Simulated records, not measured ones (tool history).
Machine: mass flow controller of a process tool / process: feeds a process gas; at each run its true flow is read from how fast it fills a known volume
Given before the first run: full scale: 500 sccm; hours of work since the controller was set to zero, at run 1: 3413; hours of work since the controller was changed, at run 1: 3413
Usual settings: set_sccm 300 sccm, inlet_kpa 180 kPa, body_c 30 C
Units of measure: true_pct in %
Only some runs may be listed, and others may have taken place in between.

| run | hour | set_sccm | inlet_kpa | body_c | hours of work since the controller was set to zero | hours of work since the controller was changed | true_pct |
|---|---|---|---|---|---|---|---|
| 1 | 0.0 | 300 | 180 | 30 | 3413 | 3413 | 101.84 |
| 2 | 131.9 | 300 | 180 | 30 | 3490 | 3490 | 101.83 |
| 3 | 263.3 | 300 | 180 | 30 | 3568 | 3568 | 101.86 |
| 4 | 374.2 | 300 | 180 | 30 | 3633 | 3633 | 102.06 |
| 5 | 566.5 | 300 | 180 | 30 | 3746 | 3746 | 102.12 |
| 6 | 742.7 | 300 | 180 | 30 | 3850 | 3850 | 102.07 |
| 7 | 954.0 | 300 | 180 | 30 | 3974 | 3974 | 102.37 |
| 8 | 1085.9 | 300 | 180 | 30 | 4052 | 4052 | 102.24 |
| 9 | 1257.8 | 300 | 180 | 30 | 4153 | 4153 | 102.41 |
| 10 | 1431.2 | 79 | 180 | 30 | 4255 | 4255 | 105.87 |
| 11 | 1531.3 | 300 | 180 | 27 | 4314 | 4314 | 102.64 |
| 12 | 1639.3 | 300 | 180 | 30 | 4378 | 4378 | 102.52 |
| 13 | 1835.6 | 80 | 180 | 30 | 4493 | 4493 | 106.12 |
| 14 | 2046.6 | 80 | 180 | 30 | 4618 | 4618 | 106.23 |
| 15 | 2239.7 | 300 | 156 | 30 | 4731 | 4731 | 103.01 |
| 16 | 2434.1 | 300 | 180 | 28 | 4846 | 4846 | 103.03 |
| 17 | 2564.6 | 300 | 180 | 28 | 4923 | 4923 | 103.20 |
| 18 | 2721.5 | 300 | 221 | 28 | 5015 | 5015 | 103.02 |
| 19 | 2888.3 | 300 | 221 | 28 | 5113 | 5113 | 103.16 |
| 20 | 3004.3 | 300 | 221 | 28 | 5182 | 5182 | 103.05 |
| 21 | 3172.1 | 456 | 163 | 30 | 5280 | 5280 | 103.25 |
| 22 | 3296.1 | 246 | 153 | 30 | 5353 | 5353 | 103.59 |
| 23 | 3406.4 | 246 | 153 | 30 | 5418 | 5418 | 103.74 |
| 24 | 3594.5 | 246 | 241 | 31 | 5529 | 5529 | 103.49 |
| 25 | 3766.7 | 246 | 241 | 31 | 5630 | 5630 | 103.63 |
| 26 | 3906.5 | 352 | 210 | 31 | 5713 | 5713 | 103.48 |

The next listed run, before its measurement:
| 27 | 4077.5 | 409 | 215 | 31 | 5813 | 5813 | ? |

true_pct: 103.32 %
With no hidden state in the tool, this same run would have given true_pct 99.34 %.
